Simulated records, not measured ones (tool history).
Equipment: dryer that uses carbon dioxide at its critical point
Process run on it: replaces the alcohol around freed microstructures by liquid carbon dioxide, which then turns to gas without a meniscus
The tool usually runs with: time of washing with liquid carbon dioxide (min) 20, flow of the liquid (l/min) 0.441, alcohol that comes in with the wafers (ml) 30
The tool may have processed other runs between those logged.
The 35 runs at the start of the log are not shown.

run   hour  time of washing with liquid carbon dioxide (min)  flow of the liquid (l/min)  alcohol that comes in with the wafers (ml)  hours of work since the filter was changed  hours of work since the purifier's bed was changed  alcohol left in the vessel before it's heated (ppm by volume)
 36  746.9                                                22                       0.649                                          30                                         140                                                 590                                                            169
 37  766.9                                                16                       0.682                                          22                                         146                                                 596                                                            187
 38  784.7                                                16                       0.682                                          51                                         151                                                 601                                                            188
 39  800.9                                                20                       0.415                                          41                                         156                                                 606                                                            211
 40  817.7                                                24                       0.576                                          30                                         162                                                 611                                                            180
 41  834.6                                                24                       0.576                                          30                                         167                                                 617                                                            189
 42  863.3                                                17                       0.576                                          40                                         175                                                 625                                                            203
 43  876.3                                                13                       0.308                                          43                                         179                                                 629                                                           1455
 44  907.1                                                13                       0.308                                          43                                         189                                                 639                                                           1518
 45  925.4                                                28                       0.415                                         104                                         194                                                 644                                                            197
 46  938.7                                                28                       0.415                                         104                                         198                                                 648                                                            202

What if the next run were any one of these 3? Each begins from the tool's condition after run 46:
  A  955.6                                                28                       0.415                                          29                                         203                                                 653                                                              ?
  B  955.6                                                24                        0.28                                         104                                         203                                                 653                                                              ?
  C  955.6                                                28                       0.333                                          49                                         203                                                 653                                                              ?

run  alcohol left in the vessel before it's heated (ppm by volume)
  A                                                            192
  B                                                            491
  C                                                            216
The same runs, with their run-to-run variation unchanged, on a tool lacking any hidden condition would have given:
run  alcohol left in the vessel before it's heated (ppm by volume)
  A                                                              0
  B                                                            154
  C                                                             20
